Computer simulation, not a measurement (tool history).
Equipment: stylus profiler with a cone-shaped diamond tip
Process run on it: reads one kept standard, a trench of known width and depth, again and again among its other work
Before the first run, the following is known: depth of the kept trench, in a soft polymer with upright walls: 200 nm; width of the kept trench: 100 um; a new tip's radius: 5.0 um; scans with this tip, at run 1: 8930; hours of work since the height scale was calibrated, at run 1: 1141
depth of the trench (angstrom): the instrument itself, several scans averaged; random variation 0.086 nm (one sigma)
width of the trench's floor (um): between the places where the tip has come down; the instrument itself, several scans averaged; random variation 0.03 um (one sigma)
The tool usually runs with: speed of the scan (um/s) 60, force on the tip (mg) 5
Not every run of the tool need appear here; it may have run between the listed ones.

run,hour,speed of the scan (um/s),force on the tip (mg),scans with this tip,hours of work since the height scale was calibrated,depth of the trench (angstrom),width of the trench's floor (um)
1,0,60,5,8930,1141,2034.5,96.93
2,36.1,134,5,9111,1164,2034.8,96.67
3,66.8,134,5,9264,1184,2035.3,96.66
4,97.3,134,5,9417,1203,2034,96.66
5,127,134,5,9566,1222,2035,96.7
6,146.9,134,5,9665,1235,2036,96.72
# hour 157.4: new tip fitted, height scale calibrated
7,166.8,134,5,47,6,2036,96.64
8,185.1,60,5,138,18,2034.7,97
9,204.4,60,5,235,30,2034.8,97
10,224.7,16,2.51,337,43,2022.1,97.1

Run 11 comes next. What will it give?
11,257.9,125,5,503,64,?,?

depth of the trench (angstrom): 2033.9
width of the trench's floor (um): 96.71
Were there no unlogged condition in the tool, this run, its random variation unchanged, would have produced depth of the trench (angstrom) 2033.9, width of the trench's floor (um) 96.72.

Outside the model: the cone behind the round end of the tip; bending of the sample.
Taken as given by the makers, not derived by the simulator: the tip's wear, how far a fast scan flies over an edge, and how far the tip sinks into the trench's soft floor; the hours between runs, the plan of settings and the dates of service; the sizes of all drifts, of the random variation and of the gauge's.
